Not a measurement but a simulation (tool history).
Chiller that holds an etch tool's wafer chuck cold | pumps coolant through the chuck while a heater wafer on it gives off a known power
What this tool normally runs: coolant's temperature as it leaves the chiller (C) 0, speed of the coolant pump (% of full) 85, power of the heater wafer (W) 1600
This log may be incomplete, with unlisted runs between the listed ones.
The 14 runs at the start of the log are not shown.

run,day,coolant's temperature as it leaves the chiller (C),speed of the coolant pump (% of full),power of the heater wafer (W),hours since the coolant was changed and the channels were flushed,hours since the pump was overhauled,hours since the chiller's thermometer was calibrated,chuck's temperature once it has settled (C),how much warmer the coolant comes back (C)
15,13.846,0,85,1600,907,1325,2894,17.8,5.24
16,15.050,0,85,1600,935,1354,2923,17.7,5.23
17,15.617,0,85,1600,949,1367,2936,17.9,5.25
18,16.446,0,88,1600,969,1387,2956,17.4,5.05
19,17.046,0,88,1600,983,1401,2970,17.4,5.01
20,18.192,-1,85,1600,1011,1429,2998,16.8,5.22
21,18.817,-1,85,1600,1026,1444,3013,16.9,5.21
# day 18.929: chiller's thermometer calibrated
22,19.625,-1,85,1600,1044,1462,17,16.8,5.20
23,20.225,-1,85,1600,1059,1477,31,16.7,5.23
24,20.754,-6,99,1263,1071,1489,44,6.7,3.56
25,21.325,10,66,838,1085,1503,58,20.9,3.61
26,22.158,-3,80,2378,1105,1523,77,24.9,8.38

Run 27, settings as shown, results not yet in. Your forecast:
27,23.154,-3,80,2378,1129,1547,101,?,?

chuck's temperature once it has settled (C): 25.1
how much warmer the coolant comes back (C): 8.35
With no hidden state in the tool, this same run would have given chuck's temperature once it has settled (C) 24.2, how much warmer the coolant comes back (C) 8.18.
